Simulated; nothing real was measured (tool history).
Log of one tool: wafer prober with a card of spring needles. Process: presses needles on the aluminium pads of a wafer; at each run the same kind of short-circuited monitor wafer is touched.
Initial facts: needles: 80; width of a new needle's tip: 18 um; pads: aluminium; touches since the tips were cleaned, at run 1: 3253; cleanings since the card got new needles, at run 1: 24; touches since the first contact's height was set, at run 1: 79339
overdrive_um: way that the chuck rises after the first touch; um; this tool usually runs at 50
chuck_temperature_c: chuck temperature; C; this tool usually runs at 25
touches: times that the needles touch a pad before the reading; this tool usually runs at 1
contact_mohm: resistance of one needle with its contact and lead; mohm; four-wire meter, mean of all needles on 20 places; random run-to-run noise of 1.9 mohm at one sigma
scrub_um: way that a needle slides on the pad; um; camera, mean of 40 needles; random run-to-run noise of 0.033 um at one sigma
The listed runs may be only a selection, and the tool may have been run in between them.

| run | day | overdrive_um | chuck_temperature_c | touches | touches since the tips were cleaned | cleanings since the card got new needles | touches since the first contact's height was set | contact_mohm | scrub_um |
|---|---|---|---|---|---|---|---|---|---|
| 1 | 0 | 50 | 25 | 1 | 3253 | 24 | 79339 | 200 | 10.4 |
|  | 0.829 | tips cleaned on abrasive film |
| 2 | 0.888 | 50 | 25 | 1 | 404 | 25 | 85108 | 201 | 10.44 |
| 3 | 1.533 | 50 | 25 | 1 | 4595 | 25 | 89299 | 196 | 10.45 |
| 4 | 2.029 | 65 | 25 | 1 | 7839 | 25 | 92543 | 191 | 13.52 |
|  | 2.183 | tips cleaned on abrasive film |
| 5 | 2.85 | 50 | 55 | 1 | 4329 | 26 | 97845 | 211 | 10.42 |
| 6 | 3.417 | 50 | 55 | 1 | 8034 | 26 | 101550 | 202 | 10.41 |
|  | 3.508 | tips cleaned on abrasive film |
| 7 | 4.521 | 50 | 25 | 1 | 6580 | 27 | 108707 | 195 | 10.36 |
|  | 4.871 | tips cleaned on abrasive film |
| 8 | 5.325 | 50 | 25 | 1 | 2967 | 28 | 113934 | 198 | 10.41 |
|  | 6.217 | tips cleaned on abrasive film |
| 9 | 6.338 | 50 | 25 | 1 | 785 | 29 | 120489 | 199 | 10.37 |
| 10 | 7.075 | 30 | 25 | 1 | 5597 | 29 | 125301 | 217 | 6.21 |
|  | 7.529 | tips cleaned on abrasive film |
| 11 | 8.204 | 50 | 25 | 1 | 4398 | 30 | 132635 | 197 | 10.31 |
| 12 | 8.708 | 39 | 27 | 2 | 7674 | 30 | 135911 | 204 | 8.07 |
|  | 8.858 | tips cleaned on abrasive film |
| 13 | 9.671 | 51 | 87 | 1 | 5310 | 31 | 142167 | 209 | 10.53 |
|  | 10.179 | tips cleaned on abrasive film |
| 14 | 10.808 | 50 | 25 | 1 | 4083 | 32 | 149546 | 198 | 10.31 |
|  | 11.508 | tips cleaned on abrasive film |
| 15 | 11.542 | 50 | 25 | 1 | 203 | 33 | 154289 | 198 | 10.29 |
| 16 | 12.212 | 53 | 26 | 2 | 4574 | 33 | 158660 | 195 | 10.89 |
|  | 12.838 | tips cleaned on abrasive film |
| 17 | 12.867 | 64 | 37 | 2 | 186 | 34 | 162897 | 194 | 13.22 |
| 18 | 13.608 | 50 | 63 | 1 | 5041 | 34 | 167752 | 209 | 10.3 |
|  | 14.212 | tips cleaned on abrasive film |
| 19 | 14.45 | 48 | 116 | 2 | 1557 | 35 | 173203 | 221 | 9.83 |
|  | 14.612 | height of the first contact set anew |
| 20 | 15.321 | 37 | 25 | 2 | 7152 | 35 | 4614 | 202 | 7.58 |
|  | 15.596 | tips cleaned on abrasive film |
| 21 | 16.017 | 37 | 25 | 2 | 2733 | 36 | 9110 | 203 | 7.58 |

Hidden condition of the tool, last listed run before each entry between runs versus first listed run after:
In the gap between runs 1 and 2: tips cleaned on abrasive film (day 0.829)
  debris on the tips, nm: 0.3 -> 0.1; drift of the gauge itself on scrub_um, %: 0 -> -0.07
  measured result minus the result with no hidden state, scrub_um: +0 -> -0.01 um
In the gap between runs 4 and 5: tips cleaned on abrasive film (day 2.183)
  debris on the tips, nm: 0.5 -> 0.4; drift of the gauge itself on scrub_um, %: -0.17 -> -0.23
  measured result minus the result with no hidden state, scrub_um: -0.02 -> -0.03 um
In the gap between runs 6 and 7: tips cleaned on abrasive film (day 3.508)
  debris on the tips, nm: 0.5 -> 0.4; drift of the gauge itself on scrub_um, %: -0.28 -> -0.37
  measured result minus the result with no hidden state, scrub_um: -0.03 -> -0.04 um
In the gap between runs 7 and 8: tips cleaned on abrasive film (day 4.871)
  debris on the tips, nm: 0.4 -> 0.3; drift of the gauge itself on scrub_um, %: -0.37 -> -0.44
  measured result minus the result with no hidden state, scrub_um: -0.04 -> -0.05 um
In the gap between runs 8 and 9: tips cleaned on abrasive film (day 6.217)
  debris on the tips, nm: 0.3 -> 0.1; drift of the gauge itself on scrub_um, %: -0.44 -> -0.52
  measured result minus the result with no hidden state, scrub_um: -0.05 -> -0.05 um
In the gap between runs 10 and 11: tips cleaned on abrasive film (day 7.529)
  drift of the gauge itself on scrub_um, %: -0.58 -> -0.67
  measured result minus the result with no hidden state, scrub_um: -0.04 -> -0.07 um
In the gap between runs 12 and 13: tips cleaned on abrasive film (day 8.858)
  drift of the gauge itself on scrub_um, %: -0.72 -> -0.8
  measured result minus the result with no hidden state, scrub_um: -0.06 -> -0.09 um
In the gap between runs 13 and 14: tips cleaned on abrasive film (day 10.179)
  drift of the gauge itself on scrub_um, %: -0.8 -> -0.89
  measured result minus the result with no hidden state, scrub_um: -0.09 -> -0.09 um
In the gap between runs 14 and 15: tips cleaned on abrasive film (day 11.508)
  debris on the tips, nm: 0.4 -> 0.1; drift of the gauge itself on scrub_um, %: -0.89 -> -0.95
  measured result minus the result with no hidden state, scrub_um: -0.09 -> -0.1 um
In the gap between runs 16 and 17: tips cleaned on abrasive film (day 12.838)
  debris on the tips, nm: 0.4 -> 0.1; drift of the gauge itself on scrub_um, %: -1 -> -1.06
  measured result minus the result with no hidden state, scrub_um: -0.11 -> -0.14 um
In the gap between runs 18 and 19: tips cleaned on abrasive film (day 14.212)
  debris on the tips, nm: 0.4 -> 0.2; drift of the gauge itself on scrub_um, %: -1.12 -> -1.19
  measured result minus the result with no hidden state, scrub_um: -0.12 -> -0.12 um
In the gap between runs 19 and 20: height of the first contact set anew (day 14.612)
  debris on the tips, nm: 0.2 -> 0.5; drift of the gauge itself on scrub_um, %: -1.19 -> -1.26
  measured result minus the result with no hidden state, scrub_um: -0.12 -> -0.09 um
In the gap between runs 20 and 21: tips cleaned on abrasive film (day 15.596)
  debris on the tips, nm: 0.5 -> 0.3; drift of the gauge itself on scrub_um, %: -1.26 -> -1.32
  measured result minus the result with no hidden state, scrub_um: -0.09 -> -0.1 um

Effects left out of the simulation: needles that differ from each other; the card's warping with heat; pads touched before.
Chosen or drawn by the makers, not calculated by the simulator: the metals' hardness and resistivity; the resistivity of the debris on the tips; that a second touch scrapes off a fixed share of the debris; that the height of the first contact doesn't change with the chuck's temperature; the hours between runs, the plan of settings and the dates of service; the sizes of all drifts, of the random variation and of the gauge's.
